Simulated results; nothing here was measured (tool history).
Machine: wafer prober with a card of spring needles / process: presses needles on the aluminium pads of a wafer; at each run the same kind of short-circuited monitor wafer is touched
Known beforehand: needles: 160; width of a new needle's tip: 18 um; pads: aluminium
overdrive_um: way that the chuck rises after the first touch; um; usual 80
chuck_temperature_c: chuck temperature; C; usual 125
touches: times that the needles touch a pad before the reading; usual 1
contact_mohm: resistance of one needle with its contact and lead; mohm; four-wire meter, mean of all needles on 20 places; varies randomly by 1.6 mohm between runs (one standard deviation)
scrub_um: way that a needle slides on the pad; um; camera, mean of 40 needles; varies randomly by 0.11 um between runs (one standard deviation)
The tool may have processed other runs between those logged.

| run | hour | overdrive_um | chuck_temperature_c | touches | contact_mohm | scrub_um |
|---|---|---|---|---|---|---|
| 1 | 0 | 80 | 125 | 1 | 158 | 17.41 |
|  | 5.2 | tips cleaned on abrasive film |
|  | 11.6 | tips cleaned on abrasive film |
|  | 15.7 | height of the first contact set anew |
|  | 18.4 | tips cleaned on abrasive film |
|  | 24.8 | tips cleaned on abrasive film |
| 2 | 25.9 | 73 | 125 | 1 | 170 | 16.42 |
|  | 31.1 | tips cleaned on abrasive film |
|  | 37.5 | tips cleaned on abrasive film |
|  | 42.7 | tips cleaned on abrasive film |
|  | 49.2 | tips cleaned on abrasive film |
|  | 55.6 | tips cleaned on abrasive film |
| 3 | 58.7 | 73 | 125 | 1 | 185 | 16.27 |
|  | 61.4 | tips cleaned on abrasive film |
|  | 67.8 | tips cleaned on abrasive film |
|  | 74.3 | tips cleaned on abrasive film |
|  | 79.4 | tips cleaned on abrasive film |
|  | 85.9 | tips cleaned on abrasive film |
| 4 | 86.5 | 73 | 125 | 1 | 168 | 16.11 |
|  | 91.7 | tips cleaned on abrasive film |
|  | 98.2 | tips cleaned on abrasive film |
|  | 103.4 | tips cleaned on abrasive film |
|  | 109.8 | tips cleaned on abrasive film |
| 5 | 114.5 | 73 | 125 | 1 | 196 | 16.02 |
|  | 115.8 | tips cleaned on abrasive film |
|  | 122.3 | tips cleaned on abrasive film |
|  | 128.7 | tips cleaned on abrasive film |
| 6 | 132.3 | 75 | 125 | 1 | 192 | 16.43 |
|  | 135 | tips cleaned on abrasive film |
|  | 141.4 | tips cleaned on abrasive film |
|  | 146.6 | tips cleaned on abrasive film |
|  | 153.1 | tips cleaned on abrasive film |
| 7 | 154.1 | 75 | 125 | 1 | 177 | 16.27 |
|  | 159.3 | tips cleaned on abrasive film |
|  | 165.7 | tips cleaned on abrasive film |
|  | 169.8 | height of the first contact set anew |
|  | 171.2 | tips cleaned on abrasive film |
|  | 177.7 | tips cleaned on abrasive film |
| 8 | 182.4 | 80 | 125 | 2 | 176 | 17.97 |
|  | 183.8 | tips cleaned on abrasive film |
|  | 189 | tips cleaned on abrasive film |
|  | 195.4 | tips cleaned on abrasive film |
|  | 201.9 | tips cleaned on abrasive film |
|  | 208.3 | tips cleaned on abrasive film |
| 9 | 212 | 80 | 125 | 2 | 180 | 17.98 |
|  | 214.6 | tips cleaned on abrasive film |
|  | 219.8 | tips cleaned on abrasive film |
|  | 226.2 | tips cleaned on abrasive film |
|  | 232.7 | tips cleaned on abrasive film |
|  | 239.1 | tips cleaned on abrasive film |
| 10 | 241 | 80 | 125 | 2 | 170 | 17.72 |
|  | 244.9 | tips cleaned on abrasive film |
|  | 251.3 | tips cleaned on abrasive film |
|  | 257.8 | tips cleaned on abrasive film |
|  | 264.2 | tips cleaned on abrasive film |
|  | 269.4 | tips cleaned on abrasive film |
| 11 | 269.4 | 80 | 125 | 2 | 162 | 17.59 |
|  | 275.9 | tips cleaned on abrasive film |
|  | 282.3 | tips cleaned on abrasive film |
|  | 287.5 | tips cleaned on abrasive film |
| 12 | 288.9 | 80 | 125 | 2 | 168 | 17.65 |
|  | 292.9 | tips cleaned on abrasive film |
|  | 299.3 | tips cleaned on abrasive film |
|  | 305.8 | tips cleaned on abrasive film |
|  | 312.2 | tips cleaned on abrasive film |
| 13 | 316.6 | 80 | 125 | 2 | 181 | 17.63 |
|  | 318 | tips cleaned on abrasive film |
|  | 323.4 | height of the first contact set anew |
|  | 324.7 | tips cleaned on abrasive film |
|  | 331.2 | tips cleaned on abrasive film |
|  | 337.6 | tips cleaned on abrasive film |
|  | 344.1 | tips cleaned on abrasive film |
|  | 349.3 | tips cleaned on abrasive film |
| 14 | 349.4 | 80 | 125 | 1 | 159 | 17.93 |
|  | 354.6 | tips cleaned on abrasive film |
|  | 359.8 | tips cleaned on abrasive film |
|  | 366.2 | tips cleaned on abrasive film |
|  | 372.7 | tips cleaned on abrasive film |
|  | 379.1 | tips cleaned on abrasive film |
| 15 | 382.5 | 75 | 74 | 1 | 189 | 16.65 |
|  | 385.2 | tips cleaned on abrasive film |
|  | 391.6 | tips cleaned on abrasive film |
|  | 398.1 | tips cleaned on abrasive film |
|  | 404.5 | tips cleaned on abrasive film |
| 16 | 407.4 | 80 | 125 | 1 | 190 | 17.8 |
|  | 410 | tips cleaned on abrasive film |
|  | 416.5 | tips cleaned on abrasive film |
|  | 422.9 | tips cleaned on abrasive film |
|  | 429.4 | tips cleaned on abrasive film |
|  | 435.8 | tips cleaned on abrasive film |
| 17 | 438.9 | 89 | 125 | 2 | 172 | 19.64 |
|  | 441.6 | tips cleaned on abrasive film |
|  | 448 | tips cleaned on abrasive film |
|  | 454.5 | tips cleaned on abrasive film |
| 18 | 459.3 | 72 | 59 | 2 | 180 | 15.71 |
|  | 460.7 | tips cleaned on abrasive film |
|  | 467.1 | tips cleaned on abrasive film |
|  | 473.6 | tips cleaned on abrasive film |
|  | 477.7 | height of the first contact set anew |
|  | 480.3 | tips cleaned on abrasive film |
|  | 486.8 | tips cleaned on abrasive film |
|  | 492.6 | tips cleaned on abrasive film |
| 19 | 492.6 | 69 | 125 | 3 | 165 | 15.62 |
|  | 497.7 | tips cleaned on abrasive film |
|  | 504.2 | tips cleaned on abrasive film |
|  | 509.4 | tips cleaned on abrasive film |
| 20 | 509.4 | 61 | 43 | 2 | 156 | 13.64 |
|  | 514.6 | tips cleaned on abrasive film |
|  | 519.8 | tips cleaned on abrasive film |
|  | 526.2 | tips cleaned on abrasive film |
|  | 532.1 | tips cleaned on abrasive film |
| 21 | 532.1 | 61 | 43 | 2 | 159 | 13.55 |
|  | 538.5 | tips cleaned on abrasive film |
|  | 544.9 | tips cleaned on abrasive film |
|  | 551.4 | tips cleaned on abrasive film |
| 22 | 555.1 | 91 | 56 | 1 | 176 | 20.18 |
|  | 557.7 | tips cleaned on abrasive film |
|  | 562.9 | tips cleaned on abrasive film |
|  | 569.4 | tips cleaned on abrasive film |
| 23 | 571.3 | 91 | 56 | 1 | 166 | 20.03 |
|  | 575.2 | tips cleaned on abrasive film |
|  | 581.7 | tips cleaned on abrasive film |
|  | 588.1 | tips cleaned on abrasive film |
| 24 | 588.5 | 91 | 56 | 1 | 152 | 19.94 |
|  | 593.6 | tips cleaned on abrasive film |
|  | 600.1 | tips cleaned on abrasive film |
|  | 606.5 | tips cleaned on abrasive film |
| 25 | 610.9 | 84 | 56 | 1 | 190 | 18.49 |
|  | 612.3 | tips cleaned on abrasive film |
|  | 618.8 | tips cleaned on abrasive film |
|  | 625.2 | tips cleaned on abrasive film |
|  | 631.7 | tips cleaned on abrasive film |
|  | 632 | height of the first contact set anew |
| 26 | 636 | 92 | 76 | 2 | 168 | 20.65 |

Below are 3 alternative next runs, each starting from the tool's condition after run 26. Predict each:
|  | 637.3 | tips cleaned on abrasive film |
|  | 642.5 | tips cleaned on abrasive film |
|  | 649 | tips cleaned on abrasive film |
|  | 655.4 | tips cleaned on abrasive film |
|  | 661 | tips cleaned on abrasive film |
| A | 661 | 80 | 33 | 1 | ? | ? |
|  | 637.3 | tips cleaned on abrasive film |
|  | 642.5 | tips cleaned on abrasive film |
|  | 649 | tips cleaned on abrasive film |
|  | 655.4 | tips cleaned on abrasive film |
|  | 661 | tips cleaned on abrasive film |
| B | 661 | 92 | 98 | 2 | ? | ? |
|  | 637.3 | tips cleaned on abrasive film |
|  | 642.5 | tips cleaned on abrasive film |
|  | 649 | tips cleaned on abrasive film |
|  | 655.4 | tips cleaned on abrasive film |
|  | 661 | tips cleaned on abrasive film |
| C | 661 | 78 | 32 | 2 | ? | ? |

| run | contact_mohm | scrub_um |
|---|---|---|
| A | 147 | 18.08 |
| B | 157 | 20.67 |
| C | 147 | 17.34 |
Take away the tool's hidden state, keep each run's random variation, and the runs would have read:
| run | contact_mohm | scrub_um |
|---|---|---|
| A | 137 | 18.22 |
| B | 150 | 20.8 |
| C | 139 | 17.47 |
